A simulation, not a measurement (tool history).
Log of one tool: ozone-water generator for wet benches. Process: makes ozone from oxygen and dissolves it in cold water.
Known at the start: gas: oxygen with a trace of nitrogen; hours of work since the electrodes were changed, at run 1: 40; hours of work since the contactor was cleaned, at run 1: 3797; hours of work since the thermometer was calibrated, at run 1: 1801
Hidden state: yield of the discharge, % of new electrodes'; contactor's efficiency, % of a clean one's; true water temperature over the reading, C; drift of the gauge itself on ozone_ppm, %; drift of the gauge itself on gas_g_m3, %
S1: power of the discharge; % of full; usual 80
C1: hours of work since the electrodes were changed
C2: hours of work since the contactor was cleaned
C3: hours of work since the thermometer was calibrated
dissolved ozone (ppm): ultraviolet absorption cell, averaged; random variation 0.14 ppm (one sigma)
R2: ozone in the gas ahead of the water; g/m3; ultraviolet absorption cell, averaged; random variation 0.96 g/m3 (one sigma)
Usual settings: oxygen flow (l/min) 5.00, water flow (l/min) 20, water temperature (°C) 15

Run 1, day 0.000: usual settings; C1 40; C2 3797; C3 1801. Result: dissolved ozone (ppm) 17.2, R2 164.5 g/m3.
Run 2, day 1.942: usual settings; C1 83; C2 3840; C3 1845. Result: dissolved ozone (ppm) 17.3, R2 165.8 g/m3.
Run 3, day 3.796: usual settings but oxygen flow (l/min) 7.87; C1 125; C2 3882; C3 1886. Result: dissolved ozone (ppm) 16.2, R2 120.9 g/m3.
Run 4, day 5.492: usual settings but oxygen flow (l/min) 7.87; C1 162; C2 3919; C3 1924. Result: dissolved ozone (ppm) 16.1, R2 120.3 g/m3.
Run 5, day 6.933: usual settings but water temperature (°C) 12; C1 194; C2 3952; C3 1956. Result: dissolved ozone (ppm) 17.8, R2 164.4 g/m3.
Run 6, day 8.346: usual settings but water temperature (°C) 12; C1 226; C2 3983; C3 1987. Result: dissolved ozone (ppm) 17.7, R2 163.6 g/m3.
At day 8.546: water thermometer calibrated.
Run 7, day 10.592: usual settings but oxygen flow (l/min) 7.24; C1 275; C2 4033; C3 46. Result: dissolved ozone (ppm) 16.0, R2 128.1 g/m3.
Run 8, day 11.633: usual settings but oxygen flow (l/min) 7.24; C1 299; C2 4056; C3 69. Result: dissolved ozone (ppm) 16.4, R2 127.6 g/m3.
Run 9, day 13.975: usual settings but oxygen flow (l/min) 7.24, water flow (l/min) 30; C1 351; C2 4108; C3 121. Result: dissolved ozone (ppm) 11.6, R2 127.9 g/m3.
Run 10, day 14.979: usual settings but S1 50 % of full, oxygen flow (l/min) 3.93, water flow (l/min) 26, water temperature (°C) 12; C1 373; C2 4130; C3 143. Result: dissolved ozone (ppm) 9.9, R2 137.9 g/m3.
Run 11, day 16.596: usual settings but S1 84 % of full, oxygen flow (l/min) 4.51, water flow (l/min) 23, water temperature (°C) 8; C1 409; C2 4166; C3 179. Result: dissolved ozone (ppm) 16.9, R2 181.8 g/m3.
Run 12, day 18.567: usual settings but S1 84 % of full, oxygen flow (l/min) 7.41, water flow (l/min) 23, water temperature (°C) 8; C1 453; C2 4210; C3 223. Result: dissolved ozone (ppm) 16.5, R2 128.5 g/m3.
Run 13, day 20.517: usual settings but S1 84 % of full, oxygen flow (l/min) 7.41, water flow (l/min) 23, water temperature (°C) 8; C1 496; C2 4253; C3 266. Result: dissolved ozone (ppm) 16.4, R2 129.5 g/m3.

Forecast each of these 3 alternatives for the next run:
Run A, day 21.871: usual settings but S1 62 % of full, water flow (l/min) 15, water temperature (°C) 13; C1 527; C2 4284; C3 297. Result: dissolved ozone (ppm) ?, R2 ?.
Run B, day 21.871: usual settings but S1 86 % of full, oxygen flow (l/min) 2.87, water flow (l/min) 22; C1 527; C2 4284; C3 297. Result: dissolved ozone (ppm) ?, R2 ?.
Run C, day 21.871: usual settings but S1 59 % of full, water flow (l/min) 13; C1 527; C2 4284; C3 297. Result: dissolved ozone (ppm) ?, R2 ?.

run  dissolved ozone (ppm)     R2
  A                   18.3  135.8
  B                   16.6  249.0
  C                   19.3  132.0
Without the tool's hidden state the same runs would have given:
run  dissolved ozone (ppm)     R2
  A                   18.7  135.5
  B                   17.0  248.4
  C                   19.6  131.7

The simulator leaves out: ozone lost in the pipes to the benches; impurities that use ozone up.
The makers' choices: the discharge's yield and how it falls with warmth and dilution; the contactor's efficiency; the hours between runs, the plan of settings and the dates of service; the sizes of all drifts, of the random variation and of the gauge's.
